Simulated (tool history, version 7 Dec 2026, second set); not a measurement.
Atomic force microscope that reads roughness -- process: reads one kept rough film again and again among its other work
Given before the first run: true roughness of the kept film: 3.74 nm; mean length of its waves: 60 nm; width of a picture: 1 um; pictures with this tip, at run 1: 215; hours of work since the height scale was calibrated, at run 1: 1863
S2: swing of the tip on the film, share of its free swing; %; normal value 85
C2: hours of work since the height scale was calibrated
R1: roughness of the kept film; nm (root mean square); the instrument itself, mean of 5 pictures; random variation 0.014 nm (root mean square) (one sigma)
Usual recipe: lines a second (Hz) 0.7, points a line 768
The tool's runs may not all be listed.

{"run": 1, "hour": 0.0, "lines a second (Hz)": 0.7, "S2": 85, "points a line": 768, "pictures with this tip": 215, "C2": 1863, "R1": 3.211}
{"hour": 7.2, "done": "new tip fitted"}
{"run": 2, "hour": 71.0, "lines a second (Hz)": 0.7, "S2": 82, "points a line": 768, "pictures with this tip": 139, "C2": 1909, "R1": 3.327}
{"hour": 112.1, "done": "new tip fitted"}
{"run": 3, "hour": 129.5, "lines a second (Hz)": 0.7, "S2": 82, "points a line": 768, "pictures with this tip": 38, "C2": 1946, "R1": 3.429}
{"run": 4, "hour": 197.1, "lines a second (Hz)": 0.7, "S2": 82, "points a line": 768, "pictures with this tip": 185, "C2": 1991, "R1": 3.304}
{"hour": 216.3, "done": "new tip fitted"}
{"run": 5, "hour": 251.4, "lines a second (Hz)": 0.7, "S2": 85, "points a line": 768, "pictures with this tip": 77, "C2": 2026, "R1": 3.366}
{"run": 6, "hour": 293.3, "lines a second (Hz)": 0.7, "S2": 62, "points a line": 768, "pictures with this tip": 168, "C2": 2053, "R1": 3.484}
{"hour": 320.4, "done": "new tip fitted"}
{"run": 7, "hour": 344.8, "lines a second (Hz)": 0.7, "S2": 62, "points a line": 768, "pictures with this tip": 53, "C2": 2086, "R1": 3.6}
{"run": 8, "hour": 383.3, "lines a second (Hz)": 0.7, "S2": 62, "points a line": 768, "pictures with this tip": 137, "C2": 2111, "R1": 3.498}
{"hour": 422.6, "done": "new tip fitted"}
{"run": 9, "hour": 441.2, "lines a second (Hz)": 0.956, "S2": 85, "points a line": 768, "pictures with this tip": 40, "C2": 2149, "R1": 3.35}
{"run": 10, "hour": 470.4, "lines a second (Hz)": 0.956, "S2": 85, "points a line": 768, "pictures with this tip": 104, "C2": 2168, "R1": 3.278}
{"run": 11, "hour": 500.6, "lines a second (Hz)": 0.7, "S2": 85, "points a line": 768, "pictures with this tip": 170, "C2": 2187, "R1": 3.284}
{"hour": 529.2, "done": "new tip fitted"}
{"run": 12, "hour": 570.3, "lines a second (Hz)": 0.7, "S2": 85, "points a line": 768, "pictures with this tip": 90, "C2": 2233, "R1": 3.37}
{"run": 13, "hour": 627.0, "lines a second (Hz)": 0.7, "S2": 85, "points a line": 768, "pictures with this tip": 214, "C2": 2269, "R1": 3.234}
{"hour": 633.9, "done": "new tip fitted"}
{"run": 14, "hour": 696.4, "lines a second (Hz)": 0.7, "S2": 85, "points a line": 901, "pictures with this tip": 137, "C2": 2314, "R1": 3.328}
{"hour": 736.3, "done": "new tip fitted"}
{"run": 15, "hour": 760.2, "lines a second (Hz)": 0.7, "S2": 85, "points a line": 901, "pictures with this tip": 52, "C2": 2356, "R1": 3.402}
{"hour": 775.4, "done": "height scale calibrated on a step standard"}
{"run": 16, "hour": 824.8, "lines a second (Hz)": 3.736, "S2": 85, "points a line": 768, "pictures with this tip": 191, "C2": 32, "R1": 2.364}
{"hour": 840.2, "done": "new tip fitted"}
{"run": 17, "hour": 887.1, "lines a second (Hz)": 3.736, "S2": 85, "points a line": 768, "pictures with this tip": 102, "C2": 73, "R1": 2.456}
{"hour": 942.3, "done": "new tip fitted"}
{"run": 18, "hour": 958.2, "lines a second (Hz)": 3.736, "S2": 85, "points a line": 768, "pictures with this tip": 34, "C2": 119, "R1": 2.507}
{"run": 19, "hour": 1028.6, "lines a second (Hz)": 0.7, "S2": 85, "points a line": 768, "pictures with this tip": 188, "C2": 164, "R1": 3.204}
{"hour": 1048.4, "done": "new tip fitted"}
{"run": 20, "hour": 1093.1, "lines a second (Hz)": 0.7, "S2": 85, "points a line": 331, "pictures with this tip": 97, "C2": 206, "R1": 3.25}
{"run": 21, "hour": 1138.9, "lines a second (Hz)": 0.7, "S2": 85, "points a line": 331, "pictures with this tip": 197, "C2": 236, "R1": 3.177}
{"hour": 1154.5, "done": "new tip fitted"}
{"run": 22, "hour": 1173.3, "lines a second (Hz)": 0.856, "S2": 85, "points a line": 768, "pictures with this tip": 41, "C2": 258, "R1": 3.267}
{"run": 23, "hour": 1210.0, "lines a second (Hz)": 0.7, "S2": 85, "points a line": 768, "pictures with this tip": 121, "C2": 282, "R1": 3.255}
{"hour": 1259.6, "done": "new tip fitted"}
{"run": 24, "hour": 1267.7, "lines a second (Hz)": 0.7, "S2": 85, "points a line": 768, "pictures with this tip": 18, "C2": 319, "R1": 3.349}
{"run": 25, "hour": 1324.0, "lines a second (Hz)": 0.7, "S2": 85, "points a line": 768, "pictures with this tip": 141, "C2": 356, "R1": 3.244}
{"hour": 1360.1, "done": "new tip fitted"}
{"run": 26, "hour": 1365.8, "lines a second (Hz)": 0.7, "S2": 85, "points a line": 768, "pictures with this tip": 12, "C2": 383, "R1": 3.356}
{"run": 27, "hour": 1415.7, "lines a second (Hz)": 0.7, "S2": 85, "points a line": 768, "pictures with this tip": 121, "C2": 416, "R1": 3.23}
{"hour": 1465.1, "done": "new tip fitted"}
{"run": 28, "hour": 1475.5, "lines a second (Hz)": 0.7, "S2": 85, "points a line": 768, "pictures with this tip": 23, "C2": 454, "R1": 3.35}
{"run": 29, "hour": 1526.3, "lines a second (Hz)": 0.7, "S2": 63, "points a line": 297, "pictures with this tip": 134, "C2": 487, "R1": 3.434}
{"hour": 1567.9, "done": "new tip fitted"}
{"run": 30, "hour": 1582.1, "lines a second (Hz)": 0.7, "S2": 63, "points a line": 297, "pictures with this tip": 31, "C2": 523, "R1": 3.519}
{"run": 31, "hour": 1654.7, "lines a second (Hz)": 3.513, "S2": 83, "points a line": 890, "pictures with this tip": 189, "C2": 571, "R1": 2.488}
{"hour": 1670.3, "done": "new tip fitted"}
{"run": 32, "hour": 1690.2, "lines a second (Hz)": 1.747, "S2": 71, "points a line": 818, "pictures with this tip": 43, "C2": 594, "R1": 3.291}
{"run": 33, "hour": 1730.2, "lines a second (Hz)": 3.995, "S2": 65, "points a line": 818, "pictures with this tip": 131, "C2": 620, "R1": 3.056}
{"hour": 1774.2, "done": "new tip fitted"}
{"run": 34, "hour": 1784.1, "lines a second (Hz)": 3.995, "S2": 71, "points a line": 976, "pictures with this tip": 22, "C2": 654, "R1": 2.945}
{"run": 35, "hour": 1850.4, "lines a second (Hz)": 3.995, "S2": 71, "points a line": 285, "pictures with this tip": 166, "C2": 698, "R1": 2.818}
{"hour": 1878.2, "done": "new tip fitted"}
{"run": 36, "hour": 1906.3, "lines a second (Hz)": 3.089, "S2": 60, "points a line": 261, "pictures with this tip": 61, "C2": 734, "R1": 3.29}
{"run": 37, "hour": 1945.9, "lines a second (Hz)": 1.925, "S2": 83, "points a line": 897, "pictures with this tip": 148, "C2": 760, "R1": 2.906}
{"hour": 1979.4, "done": "new tip fitted"}
{"run": 38, "hour": 1989.3, "lines a second (Hz)": 1.925, "S2": 83, "points a line": 897, "pictures with this tip": 21, "C2": 788, "R1": 3.02}
{"run": 39, "hour": 2060.1, "lines a second (Hz)": 1.557, "S2": 68, "points a line": 1018, "pictures with this tip": 176, "C2": 834, "R1": 3.217}
{"hour": 2083.1, "done": "new tip fitted"}
{"run": 40, "hour": 2106.4, "lines a second (Hz)": 1.557, "S2": 74, "points a line": 1018, "pictures with this tip": 51, "C2": 864, "R1": 3.27}
{"run": 41, "hour": 2177.1, "lines a second (Hz)": 1.557, "S2": 74, "points a line": 1018, "pictures with this tip": 205, "C2": 910, "R1": 3.148}
{"hour": 2188.1, "done": "new tip fitted"}
{"run": 42, "hour": 2210.4, "lines a second (Hz)": 1.7, "S2": 74, "points a line": 1018, "pictures with this tip": 48, "C2": 931, "R1": 3.238}
{"run": 43, "hour": 2263.1, "lines a second (Hz)": 1.799, "S2": 85, "points a line": 776, "pictures with this tip": 163, "C2": 965, "R1": 2.854}
{"hour": 2290.7, "done": "new tip fitted"}
{"run": 44, "hour": 2311.7, "lines a second (Hz)": 3.084, "S2": 59, "points a line": 768, "pictures with this tip": 46, "C2": 997, "R1": 3.355}
{"run": 45, "hour": 2349.9, "lines a second (Hz)": 3.084, "S2": 59, "points a line": 768, "pictures with this tip": 130, "C2": 1022, "R1": 3.284}
{"hour": 2391.8, "done": "new tip fitted"}
{"run": 46, "hour": 2415.0, "lines a second (Hz)": 0.7, "S2": 77, "points a line": 768, "pictures with this tip": 50, "C2": 1064, "R1": 3.416}
{"run": 47, "hour": 2487.3, "lines a second (Hz)": 1.761, "S2": 85, "points a line": 822, "pictures with this tip": 208, "C2": 1111, "R1": 2.863}
{"hour": 2493.8, "done": "new tip fitted"}
{"run": 48, "hour": 2549.0, "lines a second (Hz)": 3.224, "S2": 83, "points a line": 931, "pictures with this tip": 121, "C2": 1151, "R1": 2.637}
{"run": 49, "hour": 2588.7, "lines a second (Hz)": 1.73, "S2": 74, "points a line": 490, "pictures with this tip": 207, "C2": 1177, "R1": 3.107}
{"hour": 2600.3, "done": "new tip fitted"}
{"run": 50, "hour": 2628.3, "lines a second (Hz)": 1.73, "S2": 74, "points a line": 490, "pictures with this tip": 62, "C2": 1202, "R1": 3.219}

Run by run, hidden condition taken away, random variation retained:
Hidden state present: radius of the tip, nm; height scale over the true one, %; drift of the gauge itself on roughness_nm, %.
run=1 R1=3.376
run=2 R1=3.409
run=3 R1=3.402
run=4 R1=3.426
run=5 R1=3.367
run=6 R1=3.577
run=7 R1=3.585
run=8 R1=3.569
run=9 R1=3.314
run=10 R1=3.304
run=11 R1=3.384
run=12 R1=3.372
run=13 R1=3.367
run=14 R1=3.395
run=15 R1=3.375
run=16 R1=2.522
run=17 R1=2.539
run=18 R1=2.539
run=19 R1=3.395
run=20 R1=3.356
run=21 R1=3.389
run=22 R1=3.31
run=23 R1=3.379
run=24 R1=3.37
run=25 R1=3.402
run=26 R1=3.371
run=27 R1=3.371
run=28 R1=3.367
run=29 R1=3.576
run=30 R1=3.544
run=31 R1=2.633
run=32 R1=3.322
run=33 R1=3.171
run=34 R1=2.95
run=35 R1=2.956
run=36 R1=3.339
run=37 R1=3.032
run=38 R1=3.019
run=39 R1=3.381
run=40 R1=3.295
run=41 R1=3.327
run=42 R1=3.273
run=43 R1=2.998
run=44 R1=3.376
run=45 R1=3.387
run=46 R1=3.444
run=47 R1=3.037
run=48 R1=2.711
run=49 R1=3.282
run=50 R1=3.247

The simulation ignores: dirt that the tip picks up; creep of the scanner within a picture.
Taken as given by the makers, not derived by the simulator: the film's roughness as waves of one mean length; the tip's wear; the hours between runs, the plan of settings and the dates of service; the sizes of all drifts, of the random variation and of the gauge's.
